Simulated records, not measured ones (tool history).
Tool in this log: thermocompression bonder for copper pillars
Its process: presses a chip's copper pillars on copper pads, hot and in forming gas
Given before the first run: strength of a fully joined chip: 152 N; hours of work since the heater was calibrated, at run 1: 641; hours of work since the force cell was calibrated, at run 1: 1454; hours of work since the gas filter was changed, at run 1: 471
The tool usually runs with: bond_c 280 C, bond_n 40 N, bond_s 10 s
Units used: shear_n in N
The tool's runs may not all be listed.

run	hour	bond_c	bond_n	bond_s	hours of work since the heater was calibrated	hours of work since the force cell was calibrated	hours of work since the gas filter was changed	shear_n
1	0	280	40	10	641	1454	471	67.4
# hour 10.5: forming gas filter changed
2	86.1	280	40	10	690	1504	44	66.4
3	185.1	280	40	10	747	1561	101	67.4
4	267.5	280	40	10	795	1609	148	66.5
# hour 294.4: heater calibrated with a thermocouple chip
# hour 303.7: force cell calibrated
5	361.6	285	40	10	38	33	201	72.5
6	453.9	285	40	10	91	87	254	71
7	525.3	308	40	10	132	128	295	94.1
8	580.7	280	40	10	165	160	327	65.9
9	664.4	280	40	10	213	208	376	67.3
10	725.2	280	40	10	248	243	411	66.6
11	773.5	280	40	13	276	271	439	72.8
12	821.8	280	40	13	304	299	467	73.4
# hour 840.3: forming gas filter changed
13	868.2	280	40	13	330	326	16	73.3
14	930.8	280	40	9	366	362	52	64.4
15	988.3	280	40	9	400	395	85	64.6
16	1046	280	33	9	433	428	119	57.3
17	1096.3	280	40	8	462	458	148	60.6
18	1158.8	305	40	10	498	494	184	92.8
19	1201.8	281	40	10	523	518	209	68.9
20	1255.5	281	40	10	554	549	240	68.4
21	1310	273	46	6	585	581	271	53.9
22	1374.9	278	53	9	623	618	309	71.1
23	1471.2	307	41	15	679	674	364	106.9
24	1550.6	307	41	15	724	720	410	103.9
25	1639.6	306	45	9	776	771	462	95.9
# hour 1670.2: forming gas filter changed
# hour 1697.8: heater calibrated with a thermocouple chip
26	1706.1	273	45	9	5	808	20	62.6
27	1748.3	257	35	10	29	833	44	41.6
28	1809.1	288	36	10	64	868	79	69.4
29	1859.9	288	36	10	94	897	108	72.2
30	1950	288	36	10	146	949	160	71.4
31	2033.8	280	42	18	194	998	209	84.1
32	2118	274	47	11	243	1046	257	70
33	2161.9	274	47	11	268	1072	283	68.4
34	2227.2	274	47	11	306	1109	321	70.1
35	2305.8	274	47	11	351	1155	366	68.5
36	2395.6	274	47	11	403	1207	418	70.7
37	2487.5	256	26	13	456	1260	471	38.9
# hour 2499.6: forming gas filter changed
38	2579.4	280	40	9	509	1312	46	64.9
39	2633.9	260	25	9	540	1344	78	33.9

Across each entry between runs, compare the hidden state at the last listed run before it with the hidden state at the first listed run after it:
Runs 1 to 2: forming gas filter changed (hour 10.5)
  oxide that the forming gas leaves, % of the face: 0.7 -> 0.52
  difference, measured minus the result without the unlogged condition, shear_n: -0.7 -> -0.6 N
Runs 4 to 5: heater calibrated with a thermocouple chip (hour 294.4); force cell calibrated (hour 303.7)
  true temperature of the bond over the reading, C: -0.6 -> -0.1; force that reaches the chip, % of what is set: 99.8 -> 100; oxide that the forming gas leaves, % of the face: 0.56 -> 0.58
  difference, measured minus the result without the unlogged condition, shear_n: -0.7 -> -0.1 N
Runs 12 to 13: forming gas filter changed (hour 840.3)
  oxide that the forming gas leaves, % of the face: 0.68 -> 0.51
  difference, measured minus the result without the unlogged condition, shear_n: -0.4 -> -0.4 N
Runs 25 to 26: forming gas filter changed (hour 1670.2); heater calibrated with a thermocouple chip (hour 1697.8)
  true temperature of the bond over the reading, C: -0.6 -> 0; oxide that the forming gas leaves, % of the face: 0.68 -> 0.52
  difference, measured minus the result without the unlogged condition, shear_n: -0.9 -> +0 N
Runs 37 to 38: forming gas filter changed (hour 2499.6)
  force that reaches the chip, % of what is set: 99.9 -> 99.8; oxide that the forming gas leaves, % of the face: 0.7 -> 0.52
  difference, measured minus the result without the unlogged condition, shear_n: -0.3 -> -0.5 N
